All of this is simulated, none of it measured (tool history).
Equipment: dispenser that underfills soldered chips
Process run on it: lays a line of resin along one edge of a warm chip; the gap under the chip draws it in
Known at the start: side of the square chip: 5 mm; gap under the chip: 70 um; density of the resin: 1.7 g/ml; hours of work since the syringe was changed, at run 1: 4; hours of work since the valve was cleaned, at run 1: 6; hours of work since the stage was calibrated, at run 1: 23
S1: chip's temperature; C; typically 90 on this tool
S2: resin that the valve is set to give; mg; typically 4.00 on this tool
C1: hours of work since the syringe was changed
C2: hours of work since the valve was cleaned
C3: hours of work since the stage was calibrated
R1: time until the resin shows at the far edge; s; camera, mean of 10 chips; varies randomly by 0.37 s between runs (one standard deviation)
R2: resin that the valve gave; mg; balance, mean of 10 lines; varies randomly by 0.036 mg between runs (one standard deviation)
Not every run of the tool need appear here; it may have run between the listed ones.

{"run": 1, "day": 0.0, "S1": 90, "S2": 4.0, "C1": 4, "C2": 6, "C3": 23, "R1": 30.9, "R2": 3.97}
{"day": 0.112, "done": "new syringe of resin"}
{"run": 2, "day": 0.129, "S1": 90, "S2": 3.95, "C1": 0, "C2": 8, "C3": 25, "R1": 21.9, "R2": 3.9}
{"run": 3, "day": 0.279, "S1": 90, "S2": 4.0, "C1": 3, "C2": 10, "C3": 28, "R1": 27.4, "R2": 3.97}
{"day": 0.462, "done": "new syringe of resin"}
{"run": 4, "day": 0.471, "S1": 90, "S2": 4.0, "C1": 0, "C2": 13, "C3": 31, "R1": 22.9, "R2": 3.9}
{"run": 5, "day": 0.588, "S1": 90, "S2": 4.0, "C1": 2, "C2": 15, "C3": 33, "R1": 26.7, "R2": 3.94}
{"run": 6, "day": 0.708, "S1": 90, "S2": 4.0, "C1": 4, "C2": 18, "C3": 35, "R1": 30.2, "R2": 3.91}
{"day": 0.808, "done": "new syringe of resin"}
{"run": 7, "day": 0.883, "S1": 90, "S2": 4.0, "C1": 1, "C2": 20, "C3": 38, "R1": 25.2, "R2": 3.88}
{"run": 8, "day": 1.05, "S1": 90, "S2": 4.0, "C1": 4, "C2": 23, "C3": 41, "R1": 30.1, "R2": 3.91}
{"day": 1.158, "done": "new syringe of resin"}
{"run": 9, "day": 1.183, "S1": 90, "S2": 4.0, "C1": 0, "C2": 25, "C3": 43, "R1": 22.3, "R2": 3.97}
{"run": 10, "day": 1.321, "S1": 90, "S2": 4.0, "C1": 3, "C2": 28, "C3": 45, "R1": 27.0, "R2": 3.89}
{"run": 11, "day": 1.467, "S1": 90, "S2": 4.0, "C1": 5, "C2": 30, "C3": 48, "R1": 33.3, "R2": 3.88}
{"day": 1.508, "done": "new syringe of resin"}
{"run": 12, "day": 1.596, "S1": 90, "S2": 4.0, "C1": 2, "C2": 32, "C3": 50, "R1": 25.3, "R2": 3.9}
{"run": 13, "day": 1.679, "S1": 90, "S2": 4.0, "C1": 3, "C2": 34, "C3": 51, "R1": 27.7, "R2": 3.93}
{"run": 14, "day": 1.767, "S1": 90, "S2": 4.0, "C1": 4, "C2": 35, "C3": 53, "R1": 31.6, "R2": 3.94}
{"day": 1.854, "done": "new syringe of resin"}
{"run": 15, "day": 1.896, "S1": 90, "S2": 4.0, "C1": 1, "C2": 37, "C3": 55, "R1": 23.0, "R2": 3.82}
{"run": 16, "day": 2.054, "S1": 90, "S2": 4.0, "C1": 3, "C2": 40, "C3": 58, "R1": 29.0, "R2": 3.84}
{"run": 17, "day": 2.138, "S1": 90, "S2": 4.0, "C1": 5, "C2": 42, "C3": 59, "R1": 31.4, "R2": 3.78}
{"day": 2.208, "done": "new syringe of resin"}
{"run": 18, "day": 2.342, "S1": 90, "S2": 4.0, "C1": 2, "C2": 45, "C3": 63, "R1": 26.5, "R2": 3.81}
{"run": 19, "day": 2.521, "S1": 90, "S2": 4.0, "C1": 6, "C2": 48, "C3": 66, "R1": 33.6, "R2": 3.8}
{"day": 2.562, "done": "new syringe of resin"}
{"run": 20, "day": 2.679, "S1": 104, "S2": 4.88, "C1": 2, "C2": 51, "C3": 68, "R1": 13.6, "R2": 4.6}

Forecast run 21:
{"run": 21, "day": 2.854, "S1": 77, "S2": 3.67, "C1": 5, "C2": 54, "C3": 71, "R1": "?", "R2": "?"}

Run 21 produced R1 62.8 s, R2 3.48 mg.
Had the tool carried no hidden state, the very same run would have given R1 42.1 s, R2 3.66 mg.
